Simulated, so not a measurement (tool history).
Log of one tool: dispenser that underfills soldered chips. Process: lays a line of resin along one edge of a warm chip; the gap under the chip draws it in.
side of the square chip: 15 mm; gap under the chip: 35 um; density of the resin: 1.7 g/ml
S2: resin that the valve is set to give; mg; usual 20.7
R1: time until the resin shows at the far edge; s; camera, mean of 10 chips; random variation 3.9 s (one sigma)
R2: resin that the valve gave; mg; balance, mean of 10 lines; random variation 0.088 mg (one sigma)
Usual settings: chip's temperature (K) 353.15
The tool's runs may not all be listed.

run 1 day=0 | chip's_temperature_(K)=353.15 S2=20.7 | R1=473.5 R2=20.38
run 2 day=0.317 | chip's_temperature_(K)=353.15 S2=20.7 | R1=662.9 R2=20.26
run 3 day=0.704 | chip's_temperature_(K)=340.15 S2=20.7 | R1=1126.5 R2=20.12
run 4 day=1.375 | chip's_temperature_(K)=340.15 S2=20.7 | R1=1232.6 R2=19.93
run 5 day=1.746 | chip's_temperature_(K)=353.15 S2=20.7 | R1=531.2 R2=19.83
run 6 day=2.204 | chip's_temperature_(K)=353.15 S2=20.7 | R1=484.7 R2=19.56
run 7 day=2.821 | chip's_temperature_(K)=363.15 S2=20.7 | R1=328.2 R2=19.22
run 8 day=3.45 | chip's_temperature_(K)=355.15 S2=20.7 | R1=515.3 R2=19.08
run 9 day=4.125 | chip's_temperature_(K)=355.15 S2=20.7 | R1=596.5 R2=18.97
run 10 day=4.754 | chip's_temperature_(K)=353.15 S2=20.7 | R1=692.8 R2=18.65
run 11 day=5.488 | chip's_temperature_(K)=353.15 S2=20.7 | R1=461.1 R2=20.48
run 12 day=6.217 | chip's_temperature_(K)=353.15 S2=20.7 | R1=539.6 R2=20.33
run 13 day=6.838 | chip's_temperature_(K)=353.15 S2=20.7 | R1=588.5 R2=20.02
run 14 day=7.333 | chip's_temperature_(K)=353.15 S2=20.7 | R1=581.3 R2=19.76
run 15 day=7.912 | chip's_temperature_(K)=353.15 S2=20.7 | R1=591.2 R2=19.66
run 16 day=8.583 | chip's_temperature_(K)=360.15 S2=19.7 | R1=477.5 R2=18.62
run 17 day=9.308 | chip's_temperature_(K)=360.15 S2=19.7 | R1=340.4 R2=18.22
run 18 day=9.888 | chip's_temperature_(K)=361.15 S2=25.6 | R1=331.7 R2=23.58
run 19 day=10.542 | chip's_temperature_(K)=353.15 S2=20.7 | R1=552.2 R2=18.86
run 20 day=11.133 | chip's_temperature_(K)=342.15 S2=18.7 | R1=1023.4 R2=16.8
run 21 day=11.854 | chip's_temperature_(K)=342.15 S2=18.7 | R1=1110 R2=18.44
run 22 day=12.492 | chip's_temperature_(K)=344.15 S2=20.7 | R1=1090.7 R2=20.21
run 23 day=12.925 | chip's_temperature_(K)=344.15 S2=20.7 | R1=832.4 R2=20.21
run 24 day=13.392 | chip's_temperature_(K)=342.15 S2=20.5 | R1=865.4 R2=19.92
run 25 day=13.808 | chip's_temperature_(K)=360.15 S2=24 | R1=306.5 R2=23.17
run 26 day=14.4 | chip's_temperature_(K)=339.15 S2=25.6 | R1=904 R2=24.41
run 27 day=15.058 | chip's_temperature_(K)=364.15 S2=20.6 | R1=293.5 R2=19.35
run 28 day=15.596 | chip's_temperature_(K)=346.15 S2=18.7 | R1=720.4 R2=17.4
run 29 day=16.288 | chip's_temperature_(K)=343.15 S2=23.4 | R1=927.8 R2=21.64
run 30 day=16.729 | chip's_temperature_(K)=348.15 S2=20.7 | R1=675.9 R2=19.05

Taken out of this log: 33 entries between the listed runs. Where each belongs, and how the hidden state differs across it:
Between runs 2 and 3: new syringe of resin (day 0.388)
  resin's viscosity, % of fresh resin's: 159.3 -> 137.1; dose that the valve gives, % of what is set: 97.45 -> 96.8; true chip temperature over the reading, C: -1.43 -> -1.47
  measured less the result without the state, R1: +276.2 -> +369.6 s; R2: -0.53 -> -0.67 mg
Between runs 3 and 4: new syringe of resin (day 0.942)
  resin's viscosity, % of fresh resin's: 137.1 -> 152.2; dose that the valve gives, % of what is set: 96.8 -> 95.72; true chip temperature over the reading, C: -1.47 -> -1.54
  measured less the result without the state, R1: +369.6 -> +490.7 s; R2: -0.67 -> -0.89 mg
Between runs 4 and 5: new syringe of resin (day 1.496)
  resin's viscosity, % of fresh resin's: 152.2 -> 127.8; dose that the valve gives, % of what is set: 95.72 -> 95.15; true chip temperature over the reading, C: -1.54 -> -1.58
  measured less the result without the state, R1: +490.7 -> +149.5 s; R2: -0.89 -> -1 mg
Between runs 5 and 6: new syringe of resin (day 2.054)
  resin's viscosity, % of fresh resin's: 127.8 -> 114.8; dose that the valve gives, % of what is set: 95.15 -> 94.43; true chip temperature over the reading, C: -1.58 -> -1.63
  measured less the result without the state, R1: +149.5 -> +98.4 s; R2: -1 -> -1.15 mg
Between runs 6 and 7: new syringe of resin (day 2.621)
  resin's viscosity, % of fresh resin's: 114.8 -> 122.6; dose that the valve gives, % of what is set: 94.43 -> 93.35; true chip temperature over the reading, C: -1.63 -> -1.69
  measured less the result without the state, R1: +98.4 -> +83.3 s; R2: -1.15 -> -1.38 mg
Between runs 7 and 8: new syringe of resin (day 3.154)
  resin's viscosity, % of fresh resin's: 122.6 -> 133.6; dose that the valve gives, % of what is set: 93.35 -> 92.42; true chip temperature over the reading, C: -1.69 -> -1.76
  measured less the result without the state, R1: +83.3 -> +165.7 s; R2: -1.38 -> -1.57 mg
Between runs 8 and 9: new syringe of resin (day 3.692)
  resin's viscosity, % of fresh resin's: 133.6 -> 154.2; dose that the valve gives, % of what is set: 92.42 -> 91.39; true chip temperature over the reading, C: -1.76 -> -1.83
  measured less the result without the state, R1: +165.7 -> +247.6 s; R2: -1.57 -> -1.79 mg
Between runs 9 and 10: new syringe of resin (day 4.242)
  resin's viscosity, % of fresh resin's: 154.2 -> 163.4; dose that the valve gives, % of what is set: 91.39 -> 90.44; true chip temperature over the reading, C: -1.83 -> -1.89
  measured less the result without the state, R1: +247.6 -> +312.9 s; R2: -1.79 -> -1.98 mg
Between runs 10 and 11: new syringe of resin (day 4.825); dispensing valve cleaned and set on the balance (day 4.867); new syringe of resin (day 5.408)
  resin's viscosity, % of fresh resin's: 163.4 -> 108.9; dose that the valve gives, % of what is set: 90.44 -> 98.8; true chip temperature over the reading, C: -1.89 -> -1.97
  measured less the result without the state, R1: +312.9 -> +77.1 s; R2: -1.98 -> -0.25 mg
Between runs 11 and 12: new syringe of resin (day 5.967)
  resin's viscosity, % of fresh resin's: 108.9 -> 126.4; dose that the valve gives, % of what is set: 98.8 -> 97.67; true chip temperature over the reading, C: -1.97 -> -2.05
  measured less the result without the state, R1: +77.1 -> +154.8 s; R2: -0.25 -> -0.49 mg
Between runs 12 and 13: new syringe of resin (day 6.517)
  resin's viscosity, % of fresh resin's: 126.4 -> 136.5; dose that the valve gives, % of what is set: 97.67 -> 96.67; true chip temperature over the reading, C: -2.05 -> -2.11
  measured less the result without the state, R1: +154.8 -> +201.7 s; R2: -0.49 -> -0.69 mg
Between runs 13 and 14: new syringe of resin (day 7.05)
  resin's viscosity, % of fresh resin's: 136.5 -> 133; dose that the valve gives, % of what is set: 96.67 -> 95.91; true chip temperature over the reading, C: -2.11 -> -2.16
  measured less the result without the state, R1: +201.7 -> +190.6 s; R2: -0.69 -> -0.85 mg
Between runs 14 and 15: new syringe of resin (day 7.579)
  resin's viscosity, % of fresh resin's: 133 -> 138.2; dose that the valve gives, % of what is set: 95.91 -> 94.95; true chip temperature over the reading, C: -2.16 -> -2.22
  measured less the result without the state, R1: +190.6 -> +210.5 s; R2: -0.85 -> -1.05 mg
Between runs 15 and 16: new syringe of resin (day 8.158)
  resin's viscosity, % of fresh resin's: 138.2 -> 148.9; dose that the valve gives, % of what is set: 94.95 -> 93.88; true chip temperature over the reading, C: -2.22 -> -2.29
  measured less the result without the state, R1: +210.5 -> +193.2 s; R2: -1.05 -> -1.21 mg
Between runs 16 and 17: new syringe of resin (day 8.696); new syringe of resin (day 9.242)
  resin's viscosity, % of fresh resin's: 148.9 -> 107.6; dose that the valve gives, % of what is set: 93.88 -> 92.71; true chip temperature over the reading, C: -2.29 -> -2.38
  measured less the result without the state, R1: +193.2 -> +61.9 s; R2: -1.21 -> -1.44 mg
Between runs 17 and 18: new syringe of resin (day 9.775)
  resin's viscosity, % of fresh resin's: 107.6 -> 111.5; dose that the valve gives, % of what is set: 92.71 -> 91.82; true chip temperature over the reading, C: -2.38 -> -2.44
  measured less the result without the state, R1: +61.9 -> +67.7 s; R2: -1.44 -> -2.09 mg
Between runs 18 and 19: new syringe of resin (day 10.346)
  resin's viscosity, % of fresh resin's: 111.5 -> 123.3; dose that the valve gives, % of what is set: 91.82 -> 90.76; true chip temperature over the reading, C: -2.44 -> -2.51
  measured less the result without the state, R1: +67.7 -> +162.6 s; R2: -2.09 -> -1.93 mg
Between runs 19 and 20: new syringe of resin (day 10.896)
  resin's viscosity, % of fresh resin's: 123.3 -> 126.6; dose that the valve gives, % of what is set: 90.76 -> 89.83; true chip temperature over the reading, C: -2.51 -> -2.57
  measured less the result without the state, R1: +162.6 -> +337.5 s; R2: -1.93 -> -1.91 mg
Between runs 20 and 21: dispensing valve cleaned and set on the balance (day 11.296); new syringe of resin (day 11.488)
  resin's viscosity, % of fresh resin's: 126.6 -> 143.7; dose that the valve gives, % of what is set: 89.83 -> 98.92; true chip temperature over the reading, C: -2.57 -> -2.65
  measured less the result without the state, R1: +337.5 -> +439.3 s; R2: -1.91 -> -0.2 mg
Between runs 21 and 22: new syringe of resin (day 12.029)
  resin's viscosity, % of fresh resin's: 143.7 -> 156.3; dose that the valve gives, % of what is set: 98.92 -> 97.89; true chip temperature over the reading, C: -2.65 -> -2.72
  measured less the result without the state, R1: +439.3 -> +486.2 s; R2: -0.2 -> -0.43 mg
Between runs 22 and 23: new syringe of resin (day 12.567); stage's temperature calibrated (day 12.704)
  resin's viscosity, % of fresh resin's: 156.3 -> 135.1; dose that the valve gives, % of what is set: 97.89 -> 97.32; true chip temperature over the reading, C: -2.72 -> -0.11
  measured less the result without the state, R1: +486.2 -> +221.9 s; R2: -0.43 -> -0.56 mg
Between runs 23 and 24: new syringe of resin (day 13.142)
  resin's viscosity, % of fresh resin's: 135.1 -> 126.6; dose that the valve gives, % of what is set: 97.32 -> 96.6; true chip temperature over the reading, C: -0.11 -> -0.17
  measured less the result without the state, R1: +221.9 -> +191.1 s; R2: -0.56 -> -0.71 mg
Between runs 24 and 25: new syringe of resin (day 13.708)
  resin's viscosity, % of fresh resin's: 126.6 -> 110; dose that the valve gives, % of what is set: 96.6 -> 95.97; true chip temperature over the reading, C: -0.17 -> -0.21
  measured less the result without the state, R1: +191.1 -> +31.3 s; R2: -0.71 -> -0.97 mg
Between runs 25 and 26: new syringe of resin (day 14.254)
  resin's viscosity, % of fresh resin's: 110 -> 114.3; dose that the valve gives, % of what is set: 95.97 -> 95.03; true chip temperature over the reading, C: -0.21 -> -0.28
  measured less the result without the state, R1: +31.3 -> +126.2 s; R2: -0.97 -> -1.27 mg
Between runs 26 and 27: new syringe of resin (day 14.808)
  resin's viscosity, % of fresh resin's: 114.3 -> 125.7; dose that the valve gives, % of what is set: 95.03 -> 93.96; true chip temperature over the reading, C: -0.28 -> -0.35
  measured less the result without the state, R1: +126.2 -> +66.1 s; R2: -1.27 -> -1.24 mg
Between runs 27 and 28: new syringe of resin (day 15.35)
  resin's viscosity, % of fresh resin's: 125.7 -> 126; dose that the valve gives, % of what is set: 93.96 -> 93.18; true chip temperature over the reading, C: -0.35 -> -0.4
  measured less the result without the state, R1: +66.1 -> +170.4 s; R2: -1.24 -> -1.27 mg
Between runs 28 and 29: new syringe of resin (day 15.9)
  resin's viscosity, % of fresh resin's: 126 -> 144.5; dose that the valve gives, % of what is set: 93.18 -> 92.19; true chip temperature over the reading, C: -0.4 -> -0.48
  measured less the result without the state, R1: +170.4 -> +306 s; R2: -1.27 -> -1.84 mg
Between runs 29 and 30: new syringe of resin (day 16.458)
  resin's viscosity, % of fresh resin's: 144.5 -> 132.5; dose that the valve gives, % of what is set: 92.19 -> 91.62; true chip temperature over the reading, C: -0.48 -> -0.52
  measured less the result without the state, R1: +306 -> +186.3 s; R2: -1.84 -> -1.74 mg

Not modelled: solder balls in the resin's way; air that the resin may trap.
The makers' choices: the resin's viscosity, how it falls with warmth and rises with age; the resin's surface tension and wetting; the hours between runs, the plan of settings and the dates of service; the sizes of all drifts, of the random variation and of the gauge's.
